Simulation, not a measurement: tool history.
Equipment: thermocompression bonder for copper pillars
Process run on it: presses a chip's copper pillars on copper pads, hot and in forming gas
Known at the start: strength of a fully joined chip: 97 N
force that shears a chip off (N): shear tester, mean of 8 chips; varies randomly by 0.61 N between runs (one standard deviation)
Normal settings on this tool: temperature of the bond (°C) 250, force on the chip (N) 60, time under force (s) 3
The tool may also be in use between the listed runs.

run,hour,temperature of the bond (°C),force on the chip (N),time under force (s),force that shears a chip off (N)
1,0,250,60,3,51.2
2,11.3,269,60,3,65.2
3,19.8,250,60,3,51.3
4,27.2,278,60,3,70.5
5,38.8,278,60,3,70.7
6,47.8,278,60,3,72.2
7,61.1,250,60,3,51.1
8,67.9,238,60,3,43.6
9,76,250,60,2,44.3
10,84.7,250,58,3,49.7
11,95.2,250,58,3,49.5
12,105.7,250,58,3,50
13,117.7,250,58,3,49.3
14,125.7,250,60,3,51
15,131.6,250,60,3,51.4
16,140.3,250,52,3,44.2
17,147.8,250,52,3,44.4
18,155,250,36,3,29.4
19,162.2,250,36,3,29.1
20,170.8,250,36,3,29.1
21,185.3,250,36,3,30
22,199.2,250,36,3,29.9
23,205.2,250,36,3,28.4
24,217.5,250,36,3,28.5
25,228.7,250,36,3,29
26,241.4,250,71,3,60.4
27,253.6,245,73,3,56.8
28,268.1,243,59,3,46.1
29,281.6,241,60,5,52.9
30,291.5,241,77,2,49.2
31,305.8,242,60,4,49
32,312,242,60,4,50.9
33,318,242,60,3,45.5
34,331.4,260,70,3,67.1
35,337.2,260,88,3,77.4
36,343.7,256,58,4,58.2
37,355.3,250,60,7,66.4
38,363.6,250,60,7,65.8
# hour 373.4: forming gas filter changed
39,376.4,250,60,7,65.5

Consider 3 possible next runs. They are alternatives, not a sequence: every one starts from the tool as it was left by run 39. What does each give?
A,389.4,250,46,3,?
B,389.4,229,60,3,?
C,389.4,250,41,7,?

run,force that shears a chip off (N)
A,39
B,36.5
C,47.4
The same runs, with their run-to-run variation unchanged, on a tool lacking any hidden condition would have given:
run,force that shears a chip off (N)
A,38.9
B,36.4
C,47.2
